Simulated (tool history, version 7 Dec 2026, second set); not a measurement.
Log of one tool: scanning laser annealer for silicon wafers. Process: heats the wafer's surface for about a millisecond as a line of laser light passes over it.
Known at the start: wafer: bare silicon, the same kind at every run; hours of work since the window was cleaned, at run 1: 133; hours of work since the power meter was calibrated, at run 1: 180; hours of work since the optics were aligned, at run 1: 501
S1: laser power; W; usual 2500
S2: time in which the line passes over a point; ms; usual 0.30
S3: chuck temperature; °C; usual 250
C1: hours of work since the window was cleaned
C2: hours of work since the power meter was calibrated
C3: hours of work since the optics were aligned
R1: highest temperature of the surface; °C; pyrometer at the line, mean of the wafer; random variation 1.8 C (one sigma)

run	hour	S1	S2	S3	C1	C2	C3	R1
1	0.0	2500	0.30	250	133	180	501	1024
2	18.4	2500	0.30	250	146	193	514	1022
3	30.0	2500	0.30	250	154	201	522	1018
4	54.2	2500	0.30	250	171	218	539	1019
5	70.4	2500	0.30	250	183	230	550	1018
6	80.7	2253	0.30	250	190	237	557	934
7	104.8	2253	0.30	250	207	254	574	936
8	122.3	2743	0.30	250	219	266	587	1103
9	144.4	2500	0.30	227	235	282	602	994
10	168.2	2500	0.30	227	251	299	619	996
11	182.1	2500	0.30	227	261	308	629	992
12	197.0	2263	0.30	282	272	319	639	966
13	217.5	2263	0.30	282	286	333	654	966

Run 14 comes next. What will it give?
14	232.2	2572	0.32	264	296	344	664	?

Run 14 gave R1 1077 °C.
Without the tool's hidden state the same run would have given R1 1102 °C.
